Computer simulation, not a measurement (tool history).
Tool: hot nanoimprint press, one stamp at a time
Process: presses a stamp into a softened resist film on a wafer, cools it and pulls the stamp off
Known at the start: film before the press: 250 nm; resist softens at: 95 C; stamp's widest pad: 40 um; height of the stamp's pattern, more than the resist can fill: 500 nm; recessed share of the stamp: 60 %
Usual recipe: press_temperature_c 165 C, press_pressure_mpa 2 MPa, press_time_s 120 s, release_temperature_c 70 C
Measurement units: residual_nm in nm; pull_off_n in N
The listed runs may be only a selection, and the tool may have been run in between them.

| run | hour | press_temperature_c | press_pressure_mpa | press_time_s | release_temperature_c | residual_nm | pull_off_n |
|---|---|---|---|---|---|---|---|
| 1 | 0 | 165 | 2 | 120 | 70 | 130.8 | 132 |
| 2 | 13.7 | 165 | 2 | 120 | 70 | 131.1 | 136 |
| 3 | 29.3 | 165 | 1.53 | 120 | 70 | 145.2 | 140 |
| 4 | 40.9 | 165 | 1.53 | 120 | 70 | 145 | 141 |
| 5 | 50.7 | 165 | 1.43 | 120 | 70 | 148.7 | 141 |
| 6 | 65.1 | 165 | 2 | 120 | 66 | 129.4 | 152 |
| 7 | 84.7 | 156 | 2 | 120 | 70 | 186.4 | 140 |
| 8 | 99.2 | 165 | 2 | 120 | 70 | 130.4 | 141 |
|  | 106.9 | plate thermocouple calibrated |
| 9 | 113 | 165 | 2 | 120 | 70 | 135.9 | 151 |
| 10 | 126.9 | 165 | 2 | 120 | 70 | 136.6 | 151 |
| 11 | 139.7 | 165 | 2 | 120 | 70 | 135.3 | 149 |
| 12 | 155.6 | 165 | 2 | 120 | 70 | 136.4 | 152 |
| 13 | 173.2 | 165 | 2 | 120 | 70 | 136 | 162 |
| 14 | 187.8 | 165 | 2 | 120 | 70 | 136 | 153 |
| 15 | 199.9 | 165 | 2 | 120 | 70 | 135.2 | 160 |
| 16 | 208.2 | 165 | 2 | 120 | 70 | 135.5 | 160 |
| 17 | 220.8 | 157 | 2.74 | 120 | 70 | 172 | 161 |
| 18 | 229.7 | 165 | 2.91 | 120 | 70 | 115.7 | 162 |
| 19 | 248.6 | 165 | 2.91 | 120 | 70 | 115.7 | 169 |
|  | 273.6 | stamp cleaned and given a new release coat |
| 20 | 273.6 | 174 | 2.69 | 120 | 56 | 75.3 | 109 |
| 21 | 289.6 | 174 | 3.1 | 148 | 75 | 64.1 | 88 |
| 22 | 309.2 | 161 | 2 | 60 | 70 | 189.6 | 98 |
| 23 | 326.4 | 165 | 2.83 | 120 | 70 | 116.1 | 101 |
| 24 | 344.2 | 165 | 2 | 83 | 70 | 151 | 100 |
| 25 | 358.2 | 162 | 1.91 | 93 | 58 | 167.5 | 124 |
| 26 | 374.1 | 162 | 1.91 | 93 | 58 | 167.6 | 123 |
| 27 | 382.2 | 155 | 2 | 110 | 70 | 200.7 | 106 |
| 28 | 395.2 | 155 | 2 | 110 | 70 | 199.5 | 109 |
| 29 | 409 | 177 | 1.75 | 116 | 76 | 80.9 | 98 |

Forecast each of these 3 alternatives for the next run:
| A | 420.1 | 166 | 1.75 | 116 | 76 | ? | ? |
| B | 420.1 | 165 | 2 | 231 | 70 | ? | ? |
| C | 420.1 | 164 | 1.62 | 176 | 76 | ? | ? |

| run | residual_nm | pull_off_n |
|---|---|---|
| A | 137 | 98 |
| B | 104.9 | 106 |
| C | 133.3 | 97 |
Had the tool no hidden state, the same runs would have come out as:
| run | residual_nm | pull_off_n |
|---|---|---|
| A | 136.7 | 85 |
| B | 104.5 | 91 |
| C | 133 | 84 |
